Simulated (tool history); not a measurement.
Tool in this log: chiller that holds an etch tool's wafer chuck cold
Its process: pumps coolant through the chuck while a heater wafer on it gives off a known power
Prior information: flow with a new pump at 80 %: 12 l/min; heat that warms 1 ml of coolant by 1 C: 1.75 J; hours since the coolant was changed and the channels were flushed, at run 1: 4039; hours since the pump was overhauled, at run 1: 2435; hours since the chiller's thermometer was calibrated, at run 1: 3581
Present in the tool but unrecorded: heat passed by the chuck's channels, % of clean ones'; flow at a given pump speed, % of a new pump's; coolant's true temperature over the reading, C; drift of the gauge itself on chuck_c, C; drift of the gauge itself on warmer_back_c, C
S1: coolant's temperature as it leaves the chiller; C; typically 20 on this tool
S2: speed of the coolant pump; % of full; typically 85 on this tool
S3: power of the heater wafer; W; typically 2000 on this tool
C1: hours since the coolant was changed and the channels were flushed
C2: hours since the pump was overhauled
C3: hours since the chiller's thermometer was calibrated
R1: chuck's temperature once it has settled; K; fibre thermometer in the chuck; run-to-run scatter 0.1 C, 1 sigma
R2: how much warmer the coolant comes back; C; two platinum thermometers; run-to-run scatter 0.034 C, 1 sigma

run 1 hour=0 | S1=20 S2=85 S3=2000 | C1=4039 C2=2435 C3=3581 | R1=309.75 R2=5.38
run 2 hour=78.5 | S1=20 S2=85 S3=2000 | C1=4118 C2=2513 C3=3659 | R1=309.65 R2=5.3
-- hour=124.2 coolant changed, channels flushed
run 3 hour=135.8 | S1=20 S2=85 S3=2000 | C1=12 C2=2565 C3=3711 | R1=309.65 R2=5.35
run 4 hour=217.8 | S1=14 S2=85 S3=2000 | C1=94 C2=2646 C3=3793 | R1=303.65 R2=5.4
run 5 hour=269.1 | S1=14 S2=85 S3=2000 | C1=145 C2=2698 C3=3844 | R1=303.75 R2=5.39
run 6 hour=337.6 | S1=14 S2=85 S3=2024 | C1=213 C2=2766 C3=3912 | R1=303.85 R2=5.37
run 7 hour=383.9 | S1=14 S2=85 S3=2024 | C1=260 C2=2813 C3=3959 | R1=303.85 R2=5.42
run 8 hour=442 | S1=20 S2=85 S3=2795 | C1=318 C2=2871 C3=4017 | R1=316.25 R2=7.45
run 9 hour=502.8 | S1=20 S2=85 S3=1035 | C1=379 C2=2932 C3=4078 | R1=301.75 R2=2.76
run 10 hour=587.4 | S1=20 S2=85 S3=2000 | C1=463 C2=3016 C3=4162 | R1=309.55 R2=5.35
run 11 hour=662.9 | S1=20 S2=85 S3=2000 | C1=539 C2=3092 C3=4238 | R1=309.65 R2=5.34
run 12 hour=746.4 | S1=14 S2=85 S3=2000 | C1=622 C2=3175 C3=4321 | R1=303.75 R2=5.37
run 13 hour=810.8 | S1=14 S2=85 S3=2000 | C1=687 C2=3239 C3=4386 | R1=303.55 R2=5.33
run 14 hour=878.3 | S1=20 S2=90 S3=2000 | C1=754 C2=3307 C3=4453 | R1=309.25 R2=4.99
run 15 hour=947.4 | S1=12 S2=85 S3=2000 | C1=823 C2=3376 C3=4522 | R1=301.65 R2=5.35
run 16 hour=999 | S1=20 S2=84 S3=1269 | C1=875 C2=3428 C3=4574 | R1=303.75 R2=3.41
-- hour=1051.3 chiller's thermometer calibrated
run 17 hour=1063.8 | S1=14 S2=89 S3=2000 | C1=939 C2=3491 C3=12 | R1=303.25 R2=5.1
run 18 hour=1129.9 | S1=14 S2=89 S3=2000 | C1=1005 C2=3558 C3=79 | R1=303.25 R2=5.07
run 19 hour=1167.1 | S1=17 S2=95 S3=1428 | C1=1042 C2=3595 C3=116 | R1=301.25 R2=3.39

Branching from run 19: 5 alternative next runs. What would each branch give?
run A hour=1216.5 | S1=10 S2=68 S3=1214 | C1=1091 C2=3644 C3=165 | R1=? R2=?
run B hour=1216.5 | S1=22 S2=88 S3=1062 | C1=1091 C2=3644 C3=165 | R1=? R2=?
run C hour=1216.5 | S1=17 S2=77 S3=1816 | C1=1091 C2=3644 C3=165 | R1=? R2=?
run D hour=1216.5 | S1=17 S2=74 S3=2330 | C1=1091 C2=3644 C3=165 | R1=? R2=?
run E hour=1216.5 | S1=16 S2=95 S3=1125 | C1=1091 C2=3644 C3=165 | R1=? R2=?

run=A R1=294.45 R2=4.17
run=B R1=303.85 R2=2.69
run=C R1=306.15 R2=5.37
run=D R1=311.05 R2=7.25
run=E R1=298.05 R2=2.69
Stripped of hidden state, with their random variation kept, the same runs would have yielded:
run=A R1=294.45 R2=4.16
run=B R1=303.85 R2=2.68
run=C R1=306.15 R2=5.36
run=D R1=311.05 R2=7.24
run=E R1=298.05 R2=2.68
